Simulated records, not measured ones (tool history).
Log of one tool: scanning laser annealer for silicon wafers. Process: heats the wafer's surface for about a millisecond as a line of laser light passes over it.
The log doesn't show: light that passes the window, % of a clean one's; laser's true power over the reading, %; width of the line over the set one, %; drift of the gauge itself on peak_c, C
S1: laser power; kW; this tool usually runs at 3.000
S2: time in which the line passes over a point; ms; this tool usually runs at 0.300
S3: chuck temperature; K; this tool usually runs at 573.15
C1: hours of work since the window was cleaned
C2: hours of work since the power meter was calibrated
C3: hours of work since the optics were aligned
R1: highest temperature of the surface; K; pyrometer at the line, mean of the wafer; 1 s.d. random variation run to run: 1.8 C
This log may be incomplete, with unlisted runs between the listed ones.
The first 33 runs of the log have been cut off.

run 34 hour=2041.9 | S1=3.278 S2=0.365 S3=554.15 | C1=180 C2=2959 C3=817 | R1=1433.15
run 35 hour=2091.0 | S1=3.278 S2=0.365 S3=554.15 | C1=213 C2=2991 C3=849 | R1=1433.15
run 36 hour=2155.1 | S1=3.278 S2=0.365 S3=554.15 | C1=254 C2=3033 C3=891 | R1=1431.15
run 37 hour=2235.0 | S1=3.236 S2=0.305 S3=595.15 | C1=307 C2=3085 C3=944 | R1=1364.15
run 38 hour=2308.5 | S1=2.862 S2=0.278 S3=603.15 | C1=355 C2=3133 C3=992 | R1=1245.15
run 39 hour=2352.7 | S1=2.553 S2=0.258 S3=585.15 | C1=384 C2=3162 C3=1021 | R1=1127.15
run 40 hour=2415.1 | S1=3.147 S2=0.258 S3=585.15 | C1=425 C2=3203 C3=1061 | R1=1255.15
run 41 hour=2486.3 | S1=3.147 S2=0.258 S3=585.15 | C1=471 C2=3250 C3=1108 | R1=1252.15

Alternative continuations, all from the tool just after run 41; predict every row:
-- hour=2533.9 window over the wafer cleaned
run A hour=2564.6 | S1=3.200 S2=0.258 S3=602.15 | C1=20 C2=3300 C3=1158 | R1=?
-- hour=2533.9 window over the wafer cleaned
run B hour=2564.6 | S1=3.150 S2=0.300 S3=583.15 | C1=20 C2=3300 C3=1158 | R1=?
-- hour=2533.9 window over the wafer cleaned
run C hour=2564.6 | S1=3.147 S2=0.258 S3=577.15 | C1=20 C2=3300 C3=1158 | R1=?

run=A R1=1319.15
run=B R1=1350.15
run=C R1=1281.15
Stripped of hidden state, with their random variation kept, the same runs would have yielded:
run=A R1=1346.15
run=B R1=1379.15
run=C R1=1308.15

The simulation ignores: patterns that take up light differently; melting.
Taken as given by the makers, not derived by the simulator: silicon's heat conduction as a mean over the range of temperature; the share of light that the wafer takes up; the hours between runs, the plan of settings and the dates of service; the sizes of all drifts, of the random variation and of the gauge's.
